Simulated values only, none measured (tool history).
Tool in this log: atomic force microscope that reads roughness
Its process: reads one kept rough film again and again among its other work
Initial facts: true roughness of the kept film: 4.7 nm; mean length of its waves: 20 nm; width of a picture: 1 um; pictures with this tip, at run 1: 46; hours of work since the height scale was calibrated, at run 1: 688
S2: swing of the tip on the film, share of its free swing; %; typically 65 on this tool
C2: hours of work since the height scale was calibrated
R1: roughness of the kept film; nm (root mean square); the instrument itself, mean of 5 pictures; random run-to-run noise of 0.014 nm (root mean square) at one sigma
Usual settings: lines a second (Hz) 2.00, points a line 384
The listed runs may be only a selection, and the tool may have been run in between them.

{"run": 1, "day": 0.0, "lines a second (Hz)": 2.0, "S2": 65, "points a line": 384, "pictures with this tip": 46, "C2": 688, "R1": 2.183}
{"run": 2, "day": 0.908, "lines a second (Hz)": 2.0, "S2": 65, "points a line": 384, "pictures with this tip": 80, "C2": 705, "R1": 1.77}
{"day": 1.421, "done": "new tip fitted"}
{"run": 3, "day": 2.142, "lines a second (Hz)": 0.97, "S2": 65, "points a line": 384, "pictures with this tip": 27, "C2": 727, "R1": 2.646}
{"run": 4, "day": 3.129, "lines a second (Hz)": 2.0, "S2": 65, "points a line": 384, "pictures with this tip": 65, "C2": 745, "R1": 1.936}
{"run": 5, "day": 3.85, "lines a second (Hz)": 2.0, "S2": 65, "points a line": 384, "pictures with this tip": 92, "C2": 758, "R1": 1.686}
{"day": 3.992, "done": "new tip fitted"}
{"run": 6, "day": 4.9, "lines a second (Hz)": 2.0, "S2": 65, "points a line": 384, "pictures with this tip": 35, "C2": 777, "R1": 2.391}
{"run": 7, "day": 5.729, "lines a second (Hz)": 2.0, "S2": 65, "points a line": 384, "pictures with this tip": 66, "C2": 792, "R1": 1.983}
{"day": 6.529, "done": "new tip fitted"}
{"run": 8, "day": 6.629, "lines a second (Hz)": 2.0, "S2": 65, "points a line": 283, "pictures with this tip": 3, "C2": 808, "R1": 3.105}
{"run": 9, "day": 7.642, "lines a second (Hz)": 2.0, "S2": 65, "points a line": 384, "pictures with this tip": 42, "C2": 827, "R1": 2.332}
{"run": 10, "day": 9.033, "lines a second (Hz)": 2.0, "S2": 65, "points a line": 384, "pictures with this tip": 94, "C2": 853, "R1": 1.717}
{"day": 9.15, "done": "new tip fitted"}
{"run": 11, "day": 10.375, "lines a second (Hz)": 2.65, "S2": 71, "points a line": 933, "pictures with this tip": 46, "C2": 877, "R1": 2.187}
{"day": 10.525, "done": "height scale calibrated on a step standard"}
{"run": 12, "day": 11.504, "lines a second (Hz)": 2.65, "S2": 73, "points a line": 464, "pictures with this tip": 88, "C2": 18, "R1": 1.671}
{"day": 11.767, "done": "new tip fitted"}
{"run": 13, "day": 12.342, "lines a second (Hz)": 2.0, "S2": 65, "points a line": 661, "pictures with this tip": 21, "C2": 33, "R1": 2.656}
{"run": 14, "day": 13.354, "lines a second (Hz)": 2.0, "S2": 65, "points a line": 661, "pictures with this tip": 60, "C2": 51, "R1": 2.041}
{"run": 15, "day": 14.271, "lines a second (Hz)": 3.09, "S2": 65, "points a line": 661, "pictures with this tip": 95, "C2": 68, "R1": 1.62}
{"day": 14.375, "done": "new tip fitted"}
{"day": 14.954, "done": "height scale calibrated on a step standard, once more"}
{"run": 16, "day": 15.054, "lines a second (Hz)": 2.0, "S2": 58, "points a line": 384, "pictures with this tip": 24, "C2": 2, "R1": 2.697}
{"run": 17, "day": 15.854, "lines a second (Hz)": 0.88, "S2": 62, "points a line": 384, "pictures with this tip": 54, "C2": 16, "R1": 2.239}
{"day": 16.967, "done": "new tip fitted"}
{"run": 18, "day": 17.242, "lines a second (Hz)": 2.0, "S2": 65, "points a line": 487, "pictures with this tip": 10, "C2": 42, "R1": 2.929}
{"run": 19, "day": 18.071, "lines a second (Hz)": 3.79, "S2": 66, "points a line": 384, "pictures with this tip": 41, "C2": 57, "R1": 2.166}

Hidden condition of the tool, last listed run before each entry between runs versus first listed run after:
In the gap between runs 2 and 3: new tip fitted (day 1.421)
  radius of the tip, nm: 30.8 -> 14.8; height scale over the true one, %: 0.57 -> 0.59
  what was measured, less what the result would be without the hidden state, R1: -1.456 -> -0.706 nm (root mean square)
In the gap between runs 5 and 6: new tip fitted (day 3.992)
  radius of the tip, nm: 33.8 -> 17.7; height scale over the true one, %: 0.6 -> 0.62
  what was measured, less what the result would be without the hidden state, R1: -1.557 -> -0.877 nm (root mean square)
In the gap between runs 7 and 8: new tip fitted (day 6.529)
  radius of the tip, nm: 25.2 -> 7.9; height scale over the true one, %: 0.63 -> 0.64
  what was measured, less what the result would be without the hidden state, R1: -1.245 -> -0.075 nm (root mean square)
In the gap between runs 10 and 11: new tip fitted (day 9.150)
  radius of the tip, nm: 32.7 -> 19.2; height scale over the true one, %: 0.66 -> 0.68
  what was measured, less what the result would be without the hidden state, R1: -1.520 -> -0.913 nm (root mean square)
In the gap between runs 11 and 12: height scale calibrated on a step standard (day 10.525)
  radius of the tip, nm: 19.2 -> 30.2; height scale over the true one, %: 0.68 -> 0.85
  what was measured, less what the result would be without the hidden state, R1: -0.913 -> -1.337 nm (root mean square)
In the gap between runs 12 and 13: new tip fitted (day 11.767)
  radius of the tip, nm: 30.2 -> 13.9; height scale over the true one, %: 0.85 -> 0.86
  what was measured, less what the result would be without the hidden state, R1: -1.337 -> -0.614 nm (root mean square)
In the gap between runs 15 and 16: new tip fitted (day 14.375); height scale calibrated on a step standard, once more (day 14.954)
  radius of the tip, nm: 34.8 -> 13.7; height scale over the true one, %: 0.88 -> -0.01
  what was measured, less what the result would be without the hidden state, R1: -1.542 -> -0.638 nm (root mean square)
In the gap between runs 17 and 18: new tip fitted (day 16.967)
  radius of the tip, nm: 21.7 -> 10.1; height scale over the true one, %: 0 -> 0.01
  what was measured, less what the result would be without the hidden state, R1: -1.151 -> -0.321 nm (root mean square)

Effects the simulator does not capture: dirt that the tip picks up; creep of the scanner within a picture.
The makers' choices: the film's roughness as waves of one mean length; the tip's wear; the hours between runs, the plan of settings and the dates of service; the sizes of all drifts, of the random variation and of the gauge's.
